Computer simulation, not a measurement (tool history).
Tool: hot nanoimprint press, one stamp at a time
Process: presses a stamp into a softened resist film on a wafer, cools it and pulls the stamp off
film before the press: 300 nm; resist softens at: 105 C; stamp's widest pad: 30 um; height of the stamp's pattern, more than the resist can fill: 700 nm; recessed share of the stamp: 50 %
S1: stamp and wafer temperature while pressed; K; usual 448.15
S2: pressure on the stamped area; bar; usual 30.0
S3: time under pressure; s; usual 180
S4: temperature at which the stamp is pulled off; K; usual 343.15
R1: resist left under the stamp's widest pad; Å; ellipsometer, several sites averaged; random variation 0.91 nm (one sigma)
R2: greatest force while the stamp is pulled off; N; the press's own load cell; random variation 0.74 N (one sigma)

{"run": 1, "hour": 0.0, "S1": 448.15, "S2": 30.0, "S3": 180, "S4": 343.15, "R1": 1792, "R2": 135.0}
{"hour": 71.6, "done": "stamp cleaned and given a new release coat"}
{"run": 2, "hour": 81.1, "S1": 448.15, "S2": 30.0, "S3": 180, "S4": 343.15, "R1": 1781, "R2": 136.6}
{"run": 3, "hour": 150.0, "S1": 448.15, "S2": 30.0, "S3": 180, "S4": 343.15, "R1": 1784, "R2": 135.7}
{"hour": 178.7, "done": "stamp cleaned and given a new release coat"}
{"hour": 192.4, "done": "press's hydraulic seals changed and the load cell set to zero"}
{"run": 4, "hour": 232.1, "S1": 448.15, "S2": 30.0, "S3": 180, "S4": 343.15, "R1": 1793, "R2": 135.2}
{"hour": 272.9, "done": "plate thermocouple calibrated"}
{"hour": 292.6, "done": "stamp cleaned and given a new release coat"}
{"run": 5, "hour": 292.6, "S1": 448.15, "S2": 30.0, "S3": 180, "S4": 343.15, "R1": 1777, "R2": 135.6}
{"run": 6, "hour": 338.6, "S1": 448.15, "S2": 30.0, "S3": 180, "S4": 343.15, "R1": 1778, "R2": 135.3}
{"hour": 397.4, "done": "stamp cleaned and given a new release coat"}
{"run": 7, "hour": 423.0, "S1": 448.15, "S2": 30.0, "S3": 180, "S4": 343.15, "R1": 1790, "R2": 135.1}
{"run": 8, "hour": 464.3, "S1": 448.15, "S2": 30.0, "S3": 180, "S4": 343.15, "R1": 1791, "R2": 135.5}
{"hour": 500.3, "done": "stamp cleaned and given a new release coat"}
{"run": 9, "hour": 528.8, "S1": 448.15, "S2": 37.3, "S3": 180, "S4": 343.15, "R1": 1633, "R2": 135.0}
{"run": 10, "hour": 561.7, "S1": 457.15, "S2": 30.0, "S3": 180, "S4": 343.15, "R1": 1171, "R2": 134.8}
{"hour": 608.6, "done": "stamp cleaned and given a new release coat"}
{"run": 11, "hour": 632.5, "S1": 457.15, "S2": 30.0, "S3": 180, "S4": 343.15, "R1": 1187, "R2": 135.7}
{"hour": 714.9, "done": "stamp cleaned and given a new release coat"}
{"run": 12, "hour": 720.0, "S1": 448.15, "S2": 30.0, "S3": 142, "S4": 343.15, "R1": 1925, "R2": 135.2}
{"run": 13, "hour": 755.4, "S1": 448.15, "S2": 30.0, "S3": 142, "S4": 343.15, "R1": 1933, "R2": 134.9}
{"run": 14, "hour": 797.3, "S1": 451.15, "S2": 27.4, "S3": 102, "S4": 345.15, "R1": 1951, "R2": 132.7}
{"hour": 822.5, "done": "stamp cleaned and given a new release coat"}
{"run": 15, "hour": 873.8, "S1": 448.15, "S2": 30.0, "S3": 337, "S4": 347.15, "R1": 1487, "R2": 131.1}
{"hour": 880.9, "done": "plate thermocouple calibrated"}
{"run": 16, "hour": 920.6, "S1": 453.15, "S2": 30.0, "S3": 337, "S4": 343.15, "R1": 1147, "R2": 136.5}
{"hour": 932.2, "done": "stamp cleaned and given a new release coat"}
{"run": 17, "hour": 1003.4, "S1": 448.15, "S2": 37.3, "S3": 157, "S4": 343.15, "R1": 1722, "R2": 135.3}
{"hour": 1041.4, "done": "stamp cleaned and given a new release coat"}
{"run": 18, "hour": 1064.6, "S1": 444.15, "S2": 30.0, "S3": 233, "S4": 345.15, "R1": 2001, "R2": 133.6}
{"run": 19, "hour": 1135.0, "S1": 444.15, "S2": 30.0, "S3": 177, "S4": 340.15, "R1": 2137, "R2": 138.8}
{"hour": 1146.3, "done": "stamp cleaned and given a new release coat"}
{"run": 20, "hour": 1181.9, "S1": 439.15, "S2": 44.0, "S3": 101, "S4": 337.15, "R1": 2532, "R2": 141.9}
{"run": 21, "hour": 1242.5, "S1": 444.15, "S2": 35.7, "S3": 180, "S4": 343.15, "R1": 2011, "R2": 136.8}
{"hour": 1253.5, "done": "stamp cleaned and given a new release coat"}
{"run": 22, "hour": 1301.7, "S1": 444.15, "S2": 35.7, "S3": 180, "S4": 343.15, "R1": 2007, "R2": 136.6}
{"run": 23, "hour": 1349.7, "S1": 444.15, "S2": 35.7, "S3": 180, "S4": 343.15, "R1": 2023, "R2": 136.2}
{"hour": 1360.6, "done": "stamp cleaned and given a new release coat"}
{"run": 24, "hour": 1434.7, "S1": 444.15, "S2": 35.7, "S3": 180, "S4": 343.15, "R1": 2012, "R2": 136.3}
{"hour": 1468.3, "done": "stamp cleaned and given a new release coat"}
{"run": 25, "hour": 1485.3, "S1": 457.15, "S2": 40.3, "S3": 181, "S4": 335.15, "R1": 1027, "R2": 143.4}
{"hour": 1495.8, "done": "plate thermocouple calibrated"}
{"run": 26, "hour": 1553.7, "S1": 457.15, "S2": 40.3, "S3": 187, "S4": 337.15, "R1": 1008, "R2": 142.0}

The same runs without the tool's hidden state, with the same run-to-run variation:
The hidden state here: true temperature over the reading, C; pressure that arrives at the usual setting, %; grip of the stamp's worn release coat, % over a new coat's; drift of the gauge itself on residual_nm, %; drift of the gauge itself on pull_off_n, %.
run=1 R1=1787
run=2 R1=1773
run=3 R1=1774
run=4 R1=1782
run=5 R1=1769
run=6 R1=1767
run=7 R1=1776
run=8 R1=1776
run=9 R1=1616
run=10 R1=1159
run=11 R1=1172
run=12 R1=1898
run=13 R1=1905
run=14 R1=1921
run=15 R1=1461
run=16 R1=1129
run=17 R1=1691
run=18 R1=1964
run=19 R1=2094
run=20 R1=2480
run=21 R1=1966
run=22 R1=1960
run=23 R1=1973
run=24 R1=1959
run=25 R1=998
run=26 R1=981
R2: within 0.4 N of the measured result in every run.

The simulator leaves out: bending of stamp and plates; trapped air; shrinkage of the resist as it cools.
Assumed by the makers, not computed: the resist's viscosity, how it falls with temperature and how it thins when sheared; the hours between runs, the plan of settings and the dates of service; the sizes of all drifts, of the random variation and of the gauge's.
